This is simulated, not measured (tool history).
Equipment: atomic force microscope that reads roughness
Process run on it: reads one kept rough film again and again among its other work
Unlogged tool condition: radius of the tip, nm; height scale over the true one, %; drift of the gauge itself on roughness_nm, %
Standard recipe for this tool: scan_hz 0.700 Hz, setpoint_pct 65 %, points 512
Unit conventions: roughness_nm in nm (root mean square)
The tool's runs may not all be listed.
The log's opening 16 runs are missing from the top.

run,hour,scan_hz,setpoint_pct,points,pictures with this tip,hours of work since the height scale was calibrated,roughness_nm
17,573.7,1.086,65,722,214,1118,1.916
# hour 595.3: new tip fitted
18,625.9,0.700,65,512,45,1151,2.513
19,659.3,0.700,65,512,93,1172,2.318
20,682.0,0.700,65,512,126,1187,2.173
21,726.7,0.700,65,512,191,1216,1.940
# hour 765.5: new tip fitted
22,772.6,0.700,65,512,11,1245,2.705
23,797.4,0.700,65,512,46,1261,2.508
24,824.4,0.700,65,512,85,1278,2.342
25,855.5,3.750,82,654,131,1298,1.736
26,880.0,3.750,82,654,166,1314,1.648
27,914.3,1.127,80,512,216,1336,1.823
# hour 935.3: new tip fitted
28,950.6,0.700,65,317,22,1359,2.657
29,999.3,0.755,69,512,93,1390,2.307

Predict the results of run 30:
30,1034.5,0.755,69,512,144,1413,?

{"run 30": {"roughness_nm": 2.108}}
If the tool had no hidden condition, the same run with the same run-to-run variation would have returned roughness_nm 2.780 nm (root mean square).
